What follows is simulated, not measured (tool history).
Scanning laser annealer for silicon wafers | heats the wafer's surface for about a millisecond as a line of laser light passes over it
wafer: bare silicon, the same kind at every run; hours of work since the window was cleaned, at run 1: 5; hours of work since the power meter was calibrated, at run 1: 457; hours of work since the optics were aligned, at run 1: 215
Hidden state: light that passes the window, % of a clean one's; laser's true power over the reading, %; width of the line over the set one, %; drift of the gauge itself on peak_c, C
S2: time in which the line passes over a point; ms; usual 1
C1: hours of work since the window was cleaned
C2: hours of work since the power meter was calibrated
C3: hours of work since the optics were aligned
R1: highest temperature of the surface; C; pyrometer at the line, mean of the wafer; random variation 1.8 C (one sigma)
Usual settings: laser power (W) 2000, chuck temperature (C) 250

Run 1, day 0: usual settings; C1 5; C2 457; C3 215. Result: R1 1005 C.
Run 2, day 0.529: usual settings; C1 11; C2 462; C3 220. Result: R1 1004 C.
Run 3, day 1.112: usual settings but chuck temperature (C) 225; C1 17; C2 468; C3 226. Result: R1 977 C.
Run 4, day 1.779: usual settings; C1 23; C2 475; C3 233. Result: R1 1003 C.
Run 5, day 2.562: usual settings; C1 31; C2 483; C3 241. Result: R1 1003 C.
Run 6, day 3.646: usual settings but laser power (W) 2124; C1 42; C2 494; C3 252. Result: R1 1052 C.
Run 7, day 4.779: usual settings but laser power (W) 2124; C1 54; C2 506; C3 263. Result: R1 1054 C.
Run 8, day 5.638: usual settings but laser power (W) 2124; C1 62; C2 514; C3 272. Result: R1 1052 C.
Run 9, day 6.704: usual settings but S2 0.96 ms; C1 73; C2 525; C3 283. Result: R1 984 C.
Run 10, day 7.238: usual settings but S2 0.96 ms; C1 79; C2 530; C3 288. Result: R1 985 C.
Run 11, day 8.038: usual settings but S2 0.96 ms; C1 87; C2 539; C3 296. Result: R1 983 C.
Run 12, day 9: usual settings but S2 0.96 ms; C1 96; C2 548; C3 306. Result: R1 987 C.
Run 13, day 9.967: usual settings but S2 0.96 ms; C1 106; C2 558; C3 316. Result: R1 984 C.
Run 14, day 11.104: usual settings; C1 118; C2 570; C3 327. Result: R1 999 C.
Run 15, day 11.671: usual settings; C1 124; C2 575; C3 333. Result: R1 1001 C.
Run 16, day 12.242: usual settings; C1 129; C2 581; C3 339. Result: R1 997 C.
Run 17, day 13.333: usual settings but S2 0.7 ms, chuck temperature (C) 281; C1 140; C2 592; C3 350. Result: R1 905 C.
At day 13.504: laser's power meter calibrated.
Run 18, day 14.446: usual settings but S2 0.7 ms, chuck temperature (C) 281; C1 150; C2 10; C3 360. Result: R1 908 C.
Run 19, day 15.071: usual settings but S2 0.7 ms, chuck temperature (C) 281; C1 157; C2 16; C3 366. Result: R1 904 C.
Run 20, day 15.854: usual settings but laser power (W) 2157, chuck temperature (C) 228; C1 165; C2 24; C3 374. Result: R1 1041 C.
Run 21, day 16.342: usual settings but laser power (W) 2112; C1 170; C2 29; C3 379. Result: R1 1045 C.
Run 22, day 17.462: usual settings but laser power (W) 2112, chuck temperature (C) 258; C1 181; C2 40; C3 390. Result: R1 1053 C.
Run 23, day 18.412: usual settings but chuck temperature (C) 211; C1 191; C2 50; C3 400. Result: R1 958 C.
Run 24, day 19.262: usual settings but chuck temperature (C) 211; C1 199; C2 58; C3 409. Result: R1 958 C.
At day 20.183: laser's power meter calibrated, once more.
Run 25, day 20.408: usual settings but chuck temperature (C) 211; C1 210; C2 2; C3 419. Result: R1 957 C.
Run 26, day 21.162: usual settings but S2 0.99 ms, chuck temperature (C) 215; C1 217; C2 10; C3 427. Result: R1 952 C.
Run 27, day 22.038: usual settings but laser power (W) 1926, S2 1.13 ms, chuck temperature (C) 252; C1 226; C2 19; C3 435. Result: R1 1007 C.
Run 28, day 22.846: usual settings but laser power (W) 1758, S2 1.2 ms, chuck temperature (C) 236; C1 234; C2 27; C3 444. Result: R1 945 C.
Run 29, day 23.929: usual settings but laser power (W) 1758, S2 1.2 ms, chuck temperature (C) 236; C1 245; C2 38; C3 455. Result: R1 945 C.
Run 30, day 24.408: usual settings but laser power (W) 2014, S2 0.9 ms, chuck temperature (C) 270; C1 250; C2 43; C3 459. Result: R1 977 C.
Run 31, day 25.5: usual settings but laser power (W) 2014, S2 0.9 ms, chuck temperature (C) 270; C1 261; C2 54; C3 471. Result: R1 979 C.
Run 32, day 26.475: usual settings but laser power (W) 2133, S2 0.93 ms, chuck temperature (C) 277; C1 271; C2 64; C3 480. Result: R1 1043 C.

5 ways to go on from here, each from the tool as it stands after run 32. What would each give?
Run A, day 27.217: usual settings but laser power (W) 1760; C1 279; C2 71; C3 488. Result: R1 ?.
Run B, day 27.217: usual settings but laser power (W) 1853, S2 0.96 ms, chuck temperature (C) 218; C1 279; C2 71; C3 488. Result: R1 ?.
Run C, day 27.217: usual settings but laser power (W) 2134, S2 0.89 ms; C1 279; C2 71; C3 488. Result: R1 ?.
Run D, day 27.217: usual settings but laser power (W) 1857, S2 0.92 ms, chuck temperature (C) 279; C1 279; C2 71; C3 488. Result: R1 ?.
Run E, day 27.217: usual settings but laser power (W) 2133, S2 0.93 ms, chuck temperature (C) 263; C1 279; C2 71; C3 488. Result: R1 ?.

run    R1
  A   896
  B   885
  C   998
  D   934
  E  1028
Without the tool's hidden state the same runs would have given:
run    R1
  A   906
  B   896
  C  1009
  D   944
  E  1040

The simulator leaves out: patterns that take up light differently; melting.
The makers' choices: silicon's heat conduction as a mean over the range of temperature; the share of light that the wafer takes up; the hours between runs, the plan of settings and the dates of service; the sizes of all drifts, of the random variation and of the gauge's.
